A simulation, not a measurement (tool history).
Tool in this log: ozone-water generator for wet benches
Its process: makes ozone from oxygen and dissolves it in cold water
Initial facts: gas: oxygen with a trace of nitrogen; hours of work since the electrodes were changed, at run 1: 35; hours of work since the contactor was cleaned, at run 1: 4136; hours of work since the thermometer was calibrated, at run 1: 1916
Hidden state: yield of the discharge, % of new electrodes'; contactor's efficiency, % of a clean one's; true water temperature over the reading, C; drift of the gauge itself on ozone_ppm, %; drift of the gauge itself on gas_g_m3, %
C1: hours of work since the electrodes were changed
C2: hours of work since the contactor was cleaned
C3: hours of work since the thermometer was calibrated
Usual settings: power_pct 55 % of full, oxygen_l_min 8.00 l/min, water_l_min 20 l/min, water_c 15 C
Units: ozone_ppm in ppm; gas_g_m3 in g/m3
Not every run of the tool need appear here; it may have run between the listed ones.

Run 1, hour 0.0: usual settings; C1 35; C2 4136; C3 1916. Result: ozone_ppm 23.5 ppm, gas_g_m3 151.4 g/m3.
Run 2, hour 64.8: usual settings; C1 94; C2 4195; C3 1975. Result: ozone_ppm 23.3 ppm, gas_g_m3 153.2 g/m3.
Run 3, hour 96.5: usual settings; C1 123; C2 4224; C3 2004. Result: ozone_ppm 23.5 ppm, gas_g_m3 152.7 g/m3.
Run 4, hour 151.4: usual settings; C1 173; C2 4274; C3 2054. Result: ozone_ppm 23.4 ppm, gas_g_m3 152.0 g/m3.
Run 5, hour 201.3: usual settings; C1 218; C2 4319; C3 2100. Result: ozone_ppm 23.3 ppm, gas_g_m3 152.1 g/m3.
Run 6, hour 251.2: usual settings; C1 263; C2 4365; C3 2145. Result: ozone_ppm 23.5 ppm, gas_g_m3 152.3 g/m3.
Run 7, hour 290.2: usual settings; C1 299; C2 4400; C3 2181. Result: ozone_ppm 23.5 ppm, gas_g_m3 153.0 g/m3.
Run 8, hour 358.1: usual settings; C1 361; C2 4462; C3 2243. Result: ozone_ppm 23.5 ppm, gas_g_m3 150.5 g/m3.
Run 9, hour 422.7: usual settings; C1 420; C2 4521; C3 2302. Result: ozone_ppm 23.2 ppm, gas_g_m3 152.5 g/m3.
Run 10, hour 461.1: usual settings but water_c 17 C; C1 455; C2 4556; C3 2337. Result: ozone_ppm 22.6 ppm, gas_g_m3 152.3 g/m3.
Run 11, hour 523.1: usual settings; C1 511; C2 4612; C3 2393. Result: ozone_ppm 22.9 ppm, gas_g_m3 152.1 g/m3.
Run 12, hour 572.2: usual settings; C1 556; C2 4657; C3 2438. Result: ozone_ppm 23.3 ppm, gas_g_m3 150.5 g/m3.
Run 13, hour 635.4: usual settings; C1 614; C2 4715; C3 2496. Result: ozone_ppm 23.1 ppm, gas_g_m3 150.8 g/m3.
Run 14, hour 674.4: usual settings; C1 649; C2 4750; C3 2531. Result: ozone_ppm 23.5 ppm, gas_g_m3 149.7 g/m3.
Run 15, hour 737.3: usual settings but power_pct 43 % of full, water_l_min 13 l/min; C1 707; C2 4808; C3 2588. Result: ozone_ppm 26.1 ppm, gas_g_m3 130.6 g/m3.
Run 16, hour 799.4: usual settings but power_pct 57 % of full; C1 763; C2 4864; C3 2645. Result: ozone_ppm 23.5 ppm, gas_g_m3 153.7 g/m3.
Run 17, hour 853.7: usual settings but water_l_min 29 l/min, water_c 19 C; C1 813; C2 4914; C3 2694. Result: ozone_ppm 16.4 ppm, gas_g_m3 151.7 g/m3.
Run 18, hour 920.6: usual settings but power_pct 67 % of full, oxygen_l_min 9.90 l/min; C1 874; C2 4975; C3 2755. Result: ozone_ppm 26.3 ppm, gas_g_m3 156.9 g/m3.
Run 19, hour 958.7: usual settings but power_pct 88 % of full, water_c 13 C; C1 908; C2 5009; C3 2790. Result: ozone_ppm 30.7 ppm, gas_g_m3 197.8 g/m3.
Run 20, hour 1012.8: usual settings but power_pct 88 % of full, water_c 13 C; C1 958; C2 5059; C3 2840. Result: ozone_ppm 31.0 ppm, gas_g_m3 195.4 g/m3.
Run 21, hour 1073.2: usual settings but power_pct 47 % of full, water_c 9 C; C1 1013; C2 5114; C3 2895. Result: ozone_ppm 23.2 ppm, gas_g_m3 138.3 g/m3.

Run 22 comes next. What will it give?
Run 22, hour 1130.7: usual settings but power_pct 50 % of full, oxygen_l_min 13.97 l/min, water_l_min 15 l/min, water_c 8 C; C1 1065; C2 5166; C3 2947. Result: ozone_ppm ?, gas_g_m3 ?.

{"run 22": {"ozone_ppm": 30.6, "gas_g_m3": 119.1}}
Take away the tool's hidden state, keep the run-to-run variation as it was, and the same run would have given ozone_ppm 32.0 ppm, gas_g_m3 121.0 g/m3.

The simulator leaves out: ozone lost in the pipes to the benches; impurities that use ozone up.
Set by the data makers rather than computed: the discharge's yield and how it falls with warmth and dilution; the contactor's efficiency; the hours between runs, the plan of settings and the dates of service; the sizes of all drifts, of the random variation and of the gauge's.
